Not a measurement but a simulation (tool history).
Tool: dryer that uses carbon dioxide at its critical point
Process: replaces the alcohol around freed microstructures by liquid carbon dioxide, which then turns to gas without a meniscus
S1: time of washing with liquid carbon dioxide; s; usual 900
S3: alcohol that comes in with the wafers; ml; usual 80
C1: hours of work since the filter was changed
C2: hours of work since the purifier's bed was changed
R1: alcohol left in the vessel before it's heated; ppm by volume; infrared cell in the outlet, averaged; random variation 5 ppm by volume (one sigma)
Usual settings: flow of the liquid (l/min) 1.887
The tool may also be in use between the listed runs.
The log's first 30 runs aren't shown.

{"run": 31, "hour": 1392.1, "S1": 1260, "flow of the liquid (l/min)": 1.51, "S3": 80, "C1": 347, "C2": 783, "R1": 116}
{"hour": 1446.6, "done": "inlet filter changed"}
{"run": 32, "hour": 1450.1, "S1": 840, "flow of the liquid (l/min)": 1.27, "S3": 55, "C1": 2, "C2": 808, "R1": 296}
{"run": 33, "hour": 1517.6, "S1": 900, "flow of the liquid (l/min)": 2.43, "S3": 37, "C1": 31, "C2": 838, "R1": 91}
{"run": 34, "hour": 1551.9, "S1": 900, "flow of the liquid (l/min)": 2.43, "S3": 37, "C1": 46, "C2": 853, "R1": 99}
{"run": 35, "hour": 1598.9, "S1": 900, "flow of the liquid (l/min)": 2.71, "S3": 24, "C1": 67, "C2": 873, "R1": 99}
{"run": 36, "hour": 1661.6, "S1": 900, "flow of the liquid (l/min)": 2.71, "S3": 24, "C1": 94, "C2": 901, "R1": 106}
{"run": 37, "hour": 1706.9, "S1": 1380, "flow of the liquid (l/min)": 1.66, "S3": 83, "C1": 114, "C2": 920, "R1": 109}
{"run": 38, "hour": 1774.7, "S1": 900, "flow of the liquid (l/min)": 1.887, "S3": 52, "C1": 143, "C2": 950, "R1": 139}
{"run": 39, "hour": 1838.2, "S1": 1140, "flow of the liquid (l/min)": 1.57, "S3": 23, "C1": 171, "C2": 978, "R1": 118}
{"run": 40, "hour": 1884.9, "S1": 1140, "flow of the liquid (l/min)": 1.57, "S3": 23, "C1": 192, "C2": 998, "R1": 127}
{"run": 41, "hour": 1940.3, "S1": 960, "flow of the liquid (l/min)": 1.39, "S3": 27, "C1": 216, "C2": 1022, "R1": 173}
{"run": 42, "hour": 1972.3, "S1": 600, "flow of the liquid (l/min)": 1.71, "S3": 102, "C1": 230, "C2": 1036, "R1": 764}
{"run": 43, "hour": 2027.7, "S1": 660, "flow of the liquid (l/min)": 1.61, "S3": 80, "C1": 254, "C2": 1061, "R1": 580}
{"run": 44, "hour": 2081.6, "S1": 660, "flow of the liquid (l/min)": 1.61, "S3": 80, "C1": 277, "C2": 1084, "R1": 604}
{"hour": 2101.8, "done": "purifier's bed changed"}
{"run": 45, "hour": 2151.5, "S1": 660, "flow of the liquid (l/min)": 1.61, "S3": 117, "C1": 307, "C2": 22, "R1": 748}
{"run": 46, "hour": 2197.2, "S1": 540, "flow of the liquid (l/min)": 1.887, "S3": 80, "C1": 327, "C2": 42, "R1": 613}

3 ways to go on from here, each from the tool as it stands after run 46. What would each give?
{"run": "A", "hour": 2244.4, "S1": 540, "flow of the liquid (l/min)": 1.88, "S3": 26, "C1": 347, "C2": 62, "R1": "?"}
{"run": "B", "hour": 2244.4, "S1": 1080, "flow of the liquid (l/min)": 1.887, "S3": 80, "C1": 347, "C2": 62, "R1": "?"}
{"run": "C", "hour": 2244.4, "S1": 720, "flow of the liquid (l/min)": 1.77, "S3": 90, "C1": 347, "C2": 62, "R1": "?"}

run=A R1=218
run=B R1=28
run=C R1=310
Without the tool's hidden state the same runs would have given:
run=A R1=123
run=B R1=6
run=C R1=154
